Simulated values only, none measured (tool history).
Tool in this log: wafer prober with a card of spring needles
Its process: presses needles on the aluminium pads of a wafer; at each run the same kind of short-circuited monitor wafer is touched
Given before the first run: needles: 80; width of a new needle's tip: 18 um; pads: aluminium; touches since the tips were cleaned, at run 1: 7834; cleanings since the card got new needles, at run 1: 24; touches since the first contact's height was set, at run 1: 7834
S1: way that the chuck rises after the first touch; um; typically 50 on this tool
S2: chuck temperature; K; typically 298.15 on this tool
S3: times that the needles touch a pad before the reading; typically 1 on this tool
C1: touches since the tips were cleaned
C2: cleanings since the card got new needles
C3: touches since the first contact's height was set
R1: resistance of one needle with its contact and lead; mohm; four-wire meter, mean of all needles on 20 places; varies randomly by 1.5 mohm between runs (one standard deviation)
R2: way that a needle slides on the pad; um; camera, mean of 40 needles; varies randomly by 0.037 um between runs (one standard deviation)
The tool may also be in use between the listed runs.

run   hour  S1      S2  S3    C1  C2      C3   R1     R2
  1    0.0  50  298.15   1  7834  24    7834  133  13.74
       5.1  -- tips cleaned on abrasive film
      42.5  -- tips cleaned on abrasive film
  2   54.2  47  298.15   1  2688  26   20286  136  12.93
      82.8  -- tips cleaned on abrasive film
  3   88.9  47  298.15   1  1420  27   28278  136  12.83
     119.8  -- tips cleaned on abrasive film
  4  129.8  47  298.15   1  2299  28   37675  138  12.83
     155.6  -- tips cleaned on abrasive film
     196.0  -- tips cleaned on abrasive film
  5  196.6  47  298.15   1   132  30   53052  136  12.78
     236.5  -- tips cleaned on abrasive film
  6  249.0  47  298.15   1  2869  31   65106  135  12.86
     277.2  -- tips cleaned on abrasive film
  7  310.9  47  298.15   1  7769  32   79371  136  12.90
     314.6  -- tips cleaned on abrasive film
  8  341.5  47  298.15   2  6203  33   86407  137  12.82
     350.6  -- tips cleaned on abrasive film
     387.9  -- tips cleaned on abrasive film
  9  404.6  47  298.15   2  3869  35  100930  136  12.86
     426.9  -- tips cleaned on abrasive film
     464.8  -- tips cleaned on abrasive film
 10  468.4  46  298.15   2   842  37  115598  136  12.56
     501.6  -- tips cleaned on abrasive film
 11  506.2  46  298.15   2  1053  38  124280  137  12.53
     543.1  -- tips cleaned on abrasive film
 12  547.3  51  356.15   1   969  39  133759  142  13.88

Run by run, hidden condition taken away, random variation retained:
Unlogged tool condition in this case: debris on the tips, nm; way that the needles fall short of the set height, um; tips' diameter, um; drift of the gauge itself on contact_mohm, %; drift of the gauge itself on scrub_um, %.
run     R2
  1  13.74
  2  12.94
  3  12.84
  4  12.84
  5  12.81
  6  12.89
  7  12.94
  8  12.86
  9  12.91
 10  12.62
 11  12.59
 12  13.95
R1 without the hidden state stays within 1 mohm of what was measured, in all runs.
